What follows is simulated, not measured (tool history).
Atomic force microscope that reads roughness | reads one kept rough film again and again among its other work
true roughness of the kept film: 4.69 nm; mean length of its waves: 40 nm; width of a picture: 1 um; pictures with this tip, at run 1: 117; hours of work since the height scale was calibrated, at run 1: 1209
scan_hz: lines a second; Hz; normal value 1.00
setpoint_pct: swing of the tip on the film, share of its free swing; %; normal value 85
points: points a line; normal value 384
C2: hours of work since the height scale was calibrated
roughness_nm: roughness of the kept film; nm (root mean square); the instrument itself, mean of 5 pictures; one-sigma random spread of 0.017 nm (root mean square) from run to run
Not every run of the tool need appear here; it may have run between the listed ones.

Run 1, hour 0.0: usual settings; pictures with this tip 117; C2 1209. Result: roughness_nm 4.125 nm (root mean square).
Run 2, hour 75.4: usual settings; pictures with this tip 221; C2 1239. Result: roughness_nm 4.020 nm (root mean square).
Run 3, hour 128.3: usual settings; pictures with this tip 294; C2 1261. Result: roughness_nm 3.987 nm (root mean square).
At hour 196.1: new tip fitted.
Run 4, hour 198.7: usual settings but scan_hz 0.99 Hz; pictures with this tip 4; C2 1289. Result: roughness_nm 4.231 nm (root mean square).
Run 5, hour 233.7: usual settings but scan_hz 0.99 Hz; pictures with this tip 52; C2 1304. Result: roughness_nm 4.190 nm (root mean square).
Run 6, hour 297.8: usual settings but scan_hz 0.99 Hz; pictures with this tip 140; C2 1330. Result: roughness_nm 4.101 nm (root mean square).
Run 7, hour 345.2: usual settings but scan_hz 0.99 Hz; pictures with this tip 205; C2 1349. Result: roughness_nm 4.062 nm (root mean square).
Run 8, hour 420.6: usual settings but setpoint_pct 58 %; pictures with this tip 308; C2 1379. Result: roughness_nm 4.090 nm (root mean square).
At hour 475.3: new tip fitted.
Run 9, hour 482.9: usual settings but setpoint_pct 58 %; pictures with this tip 10; C2 1405. Result: roughness_nm 4.362 nm (root mean square).
Run 10, hour 562.8: usual settings; pictures with this tip 120; C2 1437. Result: roughness_nm 4.136 nm (root mean square).
Run 11, hour 617.1: usual settings; pictures with this tip 194; C2 1459. Result: roughness_nm 4.086 nm (root mean square).
Run 12, hour 668.5: usual settings; pictures with this tip 265; C2 1480. Result: roughness_nm 4.002 nm (root mean square).
Run 13, hour 727.7: usual settings but setpoint_pct 74 %; pictures with this tip 346; C2 1504. Result: roughness_nm 3.972 nm (root mean square).
At hour 759.4: new tip fitted.
Run 14, hour 796.6: usual settings but setpoint_pct 74 %; pictures with this tip 51; C2 1532. Result: roughness_nm 4.279 nm (root mean square).
Run 15, hour 864.1: usual settings but setpoint_pct 55 %; pictures with this tip 144; C2 1559. Result: roughness_nm 4.271 nm (root mean square).
Run 16, hour 941.1: usual settings but points 359; pictures with this tip 250; C2 1591. Result: roughness_nm 4.025 nm (root mean square).
Run 17, hour 976.3: usual settings but points 362; pictures with this tip 298; C2 1605. Result: roughness_nm 3.962 nm (root mean square).
Run 18, hour 1015.1: usual settings but scan_hz 3.60 Hz; pictures with this tip 351; C2 1621. Result: roughness_nm 3.592 nm (root mean square).
At hour 1039.1: new tip fitted.
Run 19, hour 1061.0: usual settings but scan_hz 0.61 Hz; pictures with this tip 31; C2 1639. Result: roughness_nm 4.301 nm (root mean square).
Run 20, hour 1129.8: usual settings but scan_hz 0.61 Hz; pictures with this tip 125; C2 1667. Result: roughness_nm 4.210 nm (root mean square).
Run 21, hour 1197.7: usual settings but scan_hz 0.61 Hz; pictures with this tip 218; C2 1695. Result: roughness_nm 4.127 nm (root mean square).
Run 22, hour 1280.6: usual settings; pictures with this tip 332; C2 1728. Result: roughness_nm 3.963 nm (root mean square).
At hour 1319.2: new tip fitted.
Run 23, hour 1351.2: usual settings; pictures with this tip 44; C2 1757. Result: roughness_nm 4.179 nm (root mean square).
Run 24, hour 1392.6: usual settings but setpoint_pct 68 %, points 466; pictures with this tip 101; C2 1774. Result: roughness_nm 4.299 nm (root mean square).
Run 25, hour 1452.2: usual settings but scan_hz 1.15 Hz, setpoint_pct 66 %, points 886; pictures with this tip 183; C2 1798. Result: roughness_nm 4.214 nm (root mean square).
Run 26, hour 1509.6: usual settings; pictures with this tip 262; C2 1821. Result: roughness_nm 4.014 nm (root mean square).
Run 27, hour 1576.1: usual settings; pictures with this tip 353; C2 1848. Result: roughness_nm 3.940 nm (root mean square).
At hour 1601.6: new tip fitted.
Run 28, hour 1629.4: usual settings; pictures with this tip 39; C2 1870. Result: roughness_nm 4.184 nm (root mean square).
Run 29, hour 1668.0: usual settings but scan_hz 0.95 Hz, setpoint_pct 84 %, points 644; pictures with this tip 92; C2 1885. Result: roughness_nm 4.177 nm (root mean square).
Run 30, hour 1714.0: usual settings but scan_hz 2.50 Hz, points 447; pictures with this tip 155; C2 1904. Result: roughness_nm 3.882 nm (root mean square).
Run 31, hour 1769.6: usual settings but scan_hz 2.50 Hz, setpoint_pct 66 %, points 369; pictures with this tip 231; C2 1927. Result: roughness_nm 4.029 nm (root mean square).
Run 32, hour 1820.0: usual settings but scan_hz 2.50 Hz, setpoint_pct 66 %, points 369; pictures with this tip 300; C2 1947. Result: roughness_nm 3.992 nm (root mean square).
Run 33, hour 1858.2: usual settings but scan_hz 2.48 Hz, setpoint_pct 74 %, points 649; pictures with this tip 353; C2 1963. Result: roughness_nm 3.889 nm (root mean square).
At hour 1878.9: new tip fitted.
Run 34, hour 1940.7: usual settings but setpoint_pct 78 %; pictures with this tip 84; C2 1996. Result: roughness_nm 4.215 nm (root mean square).
Run 35, hour 1978.8: usual settings but setpoint_pct 78 %; pictures with this tip 137; C2 2011. Result: roughness_nm 4.124 nm (root mean square).
Run 36, hour 2020.3: usual settings but setpoint_pct 78 %; pictures with this tip 194; C2 2028. Result: roughness_nm 4.103 nm (root mean square).
Run 37, hour 2058.9: usual settings but scan_hz 0.58 Hz, setpoint_pct 90 %, points 804; pictures with this tip 247; C2 2044. Result: roughness_nm 4.056 nm (root mean square).
Run 38, hour 2141.3: usual settings but scan_hz 0.73 Hz, setpoint_pct 90 %, points 804; pictures with this tip 360; C2 2077. Result: roughness_nm 3.962 nm (root mean square).
At hour 2157.7: new tip fitted.
Run 39, hour 2201.5: usual settings but scan_hz 1.50 Hz, points 308; pictures with this tip 60; C2 2102. Result: roughness_nm 4.053 nm (root mean square).
Run 40, hour 2249.0: usual settings but scan_hz 1.22 Hz, points 556; pictures with this tip 125; C2 2121. Result: roughness_nm 4.106 nm (root mean square).
Run 41, hour 2289.0: usual settings but scan_hz 2.78 Hz, setpoint_pct 88 %, points 455; pictures with this tip 180; C2 2137. Result: roughness_nm 3.743 nm (root mean square).
Run 42, hour 2346.5: usual settings but scan_hz 2.78 Hz, setpoint_pct 88 %, points 455; pictures with this tip 259; C2 2161. Result: roughness_nm 3.697 nm (root mean square).
Run 43, hour 2400.0: usual settings but scan_hz 2.89 Hz, setpoint_pct 60 %, points 257; pictures with this tip 332; C2 2182. Result: roughness_nm 3.971 nm (root mean square).
At hour 2440.8: new tip fitted.
Run 44, hour 2441.4: usual settings but scan_hz 2.89 Hz, setpoint_pct 60 %, points 257; pictures with this tip 1; C2 2199. Result: roughness_nm 4.282 nm (root mean square).
Run 45, hour 2525.1: usual settings but points 596; pictures with this tip 115; C2 2233. Result: roughness_nm 4.124 nm (root mean square).
Run 46, hour 2601.0: usual settings but points 596; pictures with this tip 220; C2 2264. Result: roughness_nm 4.070 nm (root mean square).

Below are 5 alternative next runs, each starting from the tool's condition after run 46. Predict each:
Run A, hour 2639.9: usual settings but scan_hz 0.88 Hz; pictures with this tip 273; C2 2279. Result: roughness_nm ?.
Run B, hour 2639.9: usual settings but setpoint_pct 57 %, points 786; pictures with this tip 273; C2 2279. Result: roughness_nm ?.
Run C, hour 2639.9: usual settings but points 530; pictures with this tip 273; C2 2279. Result: roughness_nm ?.
Run D, hour 2639.9: usual settings but scan_hz 0.82 Hz, points 596; pictures with this tip 273; C2 2279. Result: roughness_nm ?.
Run E, hour 2639.9: usual settings but scan_hz 1.74 Hz, points 860; pictures with this tip 273; C2 2279. Result: roughness_nm ?.

run  roughness_nm
  A         4.029
  B         4.164
  C         4.015
  D         4.048
  E         3.911
Had the tool no hidden state, the same runs would have come out as:
run  roughness_nm
  A         4.275
  B         4.418
  C         4.260
  D         4.295
  E         4.149

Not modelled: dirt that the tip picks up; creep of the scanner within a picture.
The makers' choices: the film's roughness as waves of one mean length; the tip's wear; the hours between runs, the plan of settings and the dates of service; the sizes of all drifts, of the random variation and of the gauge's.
